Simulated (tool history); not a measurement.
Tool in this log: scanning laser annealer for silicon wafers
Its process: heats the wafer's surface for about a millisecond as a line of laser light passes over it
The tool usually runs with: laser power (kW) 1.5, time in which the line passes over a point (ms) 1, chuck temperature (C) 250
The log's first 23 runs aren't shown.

run	hour	laser power (kW)	time in which the line passes over a point (ms)	chuck temperature (C)	hours of work since the window was cleaned	hours of work since the power meter was calibrated	hours of work since the optics were aligned	highest temperature of the surface (C)
24	314.9	1.301	0.81	263	872	209	1688	810
25	325.2	1.298	0.71	237	877	215	1693	751
26	339.3	1.285	1	250	885	223	1701	847
# hour 342.8: window over the wafer cleaned
27	353.4	1.285	1	250	6	230	1708	836
28	362.1	1.5	1.12	248	11	234	1713	971
29	380.4	1.448	1.12	240	21	245	1723	934
30	390.2	1.413	0.89	240	27	250	1729	848
31	408.1	1.413	0.89	240	37	260	1739	847
32	418.3	1.436	0.86	256	42	266	1745	864
33	436.9	1.436	1.09	251	53	277	1755	932
34	454.3	1.436	1.09	251	63	286	1765	932
# hour 463.7: window over the wafer cleaned, once more
35	471	1.487	0.94	251	4	295	1773	947
36	480.1	1.344	0.9	249	9	300	1778	871
37	496	1.358	1.07	236	18	309	1787	916
38	515	1.309	1.11	233	29	319	1798	902

Run 39 has not been measured yet. What should we expect?
39	533.3	1.309	1.11	233	39	330	1808	?

Run 39 came out at highest temperature of the surface (C) 898.
Had the tool carried no hidden state, the very same run would have given highest temperature of the surface (C) 908.
